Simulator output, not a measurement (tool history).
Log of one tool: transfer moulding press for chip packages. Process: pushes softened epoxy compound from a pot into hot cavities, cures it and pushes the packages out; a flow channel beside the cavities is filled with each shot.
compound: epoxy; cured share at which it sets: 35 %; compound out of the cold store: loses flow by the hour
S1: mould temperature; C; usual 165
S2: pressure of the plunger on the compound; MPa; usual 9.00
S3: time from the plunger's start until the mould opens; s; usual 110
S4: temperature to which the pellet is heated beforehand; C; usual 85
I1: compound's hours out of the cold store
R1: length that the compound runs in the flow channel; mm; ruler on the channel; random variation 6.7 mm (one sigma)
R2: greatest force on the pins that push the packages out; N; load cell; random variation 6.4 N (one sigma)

run,day,S1,S2,S3,S4,I1,R1,R2
1,0.000,165,9.00,110,85,25.0,758,287
2,0.508,165,9.00,110,85,40.8,704,295
3,1.371,165,9.00,110,85,27.7,758,367
4,1.912,165,9.00,110,85,17.6,778,392
# day 2.175: cavities cleaned with cleaning compound and waxed
5,2.404,165,9.00,110,85,33.3,740,277
# day 2.600: mould's thermocouples calibrated
6,2.892,165,9.00,110,85,20.9,783,296
7,3.779,165,8.05,110,85,31.0,701,339
# day 4.654: cavities cleaned with cleaning compound and waxed
8,4.825,165,9.00,110,85,23.6,760,259
9,5.254,165,9.00,110,85,9.3,811,299
10,6.158,165,9.00,110,85,34.2,712,347
11,6.883,165,10.53,110,85,8.9,885,387
# day 7.096: cavities cleaned with cleaning compound and waxed
12,7.350,165,9.00,110,88,22.4,760,262
13,8.217,164,9.00,131,82,42.0,675,296
14,9.067,159,9.00,103,86,16.5,799,571
# day 9.512: cavities cleaned with cleaning compound and waxed
15,9.896,158,9.00,103,94,9.8,832,495
16,10.346,165,9.92,110,76,14.6,821,311
17,11.012,157,9.83,122,85,33.4,763,421
18,11.596,165,9.00,123,93,32.8,704,349
# day 11.888: cavities cleaned with cleaning compound and waxed
19,12.625,165,9.00,123,93,32.0,702,273
20,13.421,165,9.00,123,93,38.6,674,318
21,13.867,167,7.26,136,77,29.5,634,337

Forecast each of these 5 alternatives for the next run:
# day 14.262: cavities cleaned with cleaning compound and waxed
A,14.683,165,10.59,101,85,14.4,?,?
# day 14.262: cavities cleaned with cleaning compound and waxed
B,14.683,165,9.00,132,92,41.9,?,?
# day 14.262: cavities cleaned with cleaning compound and waxed
C,14.683,165,7.29,110,82,41.9,?,?
# day 14.262: cavities cleaned with cleaning compound and waxed
D,14.683,167,7.26,123,77,9.5,?,?
# day 14.262: cavities cleaned with cleaning compound and waxed
E,14.683,173,10.03,110,85,28.6,?,?

run,R1,R2
A,836,312
B,663,251
C,604,273
D,695,255
E,729,245
Without the tool's hidden state the same runs would have given:
run,R1,R2
A,885,276
B,702,222
C,639,242
D,736,226
E,772,217
